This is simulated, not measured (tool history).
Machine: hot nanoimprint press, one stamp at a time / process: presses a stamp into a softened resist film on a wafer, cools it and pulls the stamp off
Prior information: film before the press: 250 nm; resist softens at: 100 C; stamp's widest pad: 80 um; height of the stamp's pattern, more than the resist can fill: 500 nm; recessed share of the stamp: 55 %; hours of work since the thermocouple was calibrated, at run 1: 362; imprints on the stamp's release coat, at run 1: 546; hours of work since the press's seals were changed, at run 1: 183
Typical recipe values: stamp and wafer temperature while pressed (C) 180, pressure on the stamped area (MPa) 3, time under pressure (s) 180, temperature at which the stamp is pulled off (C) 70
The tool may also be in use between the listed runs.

run,hour,stamp and wafer temperature while pressed (C),pressure on the stamped area (MPa),time under pressure (s),temperature at which the stamp is pulled off (C),hours of work since the thermocouple was calibrated,imprints on the stamp's release coat,hours of work since the press's seals were changed,resist left under the stamp's widest pad (nm),greatest force while the stamp is pulled off (N)
1,0,180,3,180,70,362,546,183,131.4,197
2,7.5,180,3,180,70,368,586,188,131,196
3,18.1,180,3,180,70,375,642,195,131.1,200
4,25.9,180,3,180,70,381,683,201,130.9,200
5,34,180,3,180,70,387,726,207,130.3,201
6,40,180,4.6,180,70,391,758,211,109.1,198
7,50.8,180,4.6,180,70,398,815,219,109.5,196
8,58.5,180,4.6,180,70,404,856,224,109.7,196
9,68.7,180,4.6,180,70,411,910,231,108.9,201
10,76.8,180,4.6,180,70,417,952,237,109.3,200
11,88,175,4.6,180,70,425,1012,245,135,199
12,95.7,175,4.7,180,70,430,1052,250,133.4,196
13,103,175,4.7,180,70,435,1091,256,133.2,192
14,111.1,175,4.7,180,71,441,1134,261,133.3,190
15,122.2,175,4.7,180,71,449,1192,269,133.5,193
16,129,175,4.7,180,71,454,1228,274,132.7,187

Run 17 has not been measured yet. What should we expect?
# hour 143.7: stamp cleaned and given a new release coat
17,146,181,4.7,180,71,462,12,282,?,?

Logged for run 17: resist left under the stamp's widest pad (nm) 103.6, greatest force while the stamp is pulled off (N) 196.
Without the tool's hidden state the same run would have given resist left under the stamp's widest pad (nm) 103.7, greatest force while the stamp is pulled off (N) 196.

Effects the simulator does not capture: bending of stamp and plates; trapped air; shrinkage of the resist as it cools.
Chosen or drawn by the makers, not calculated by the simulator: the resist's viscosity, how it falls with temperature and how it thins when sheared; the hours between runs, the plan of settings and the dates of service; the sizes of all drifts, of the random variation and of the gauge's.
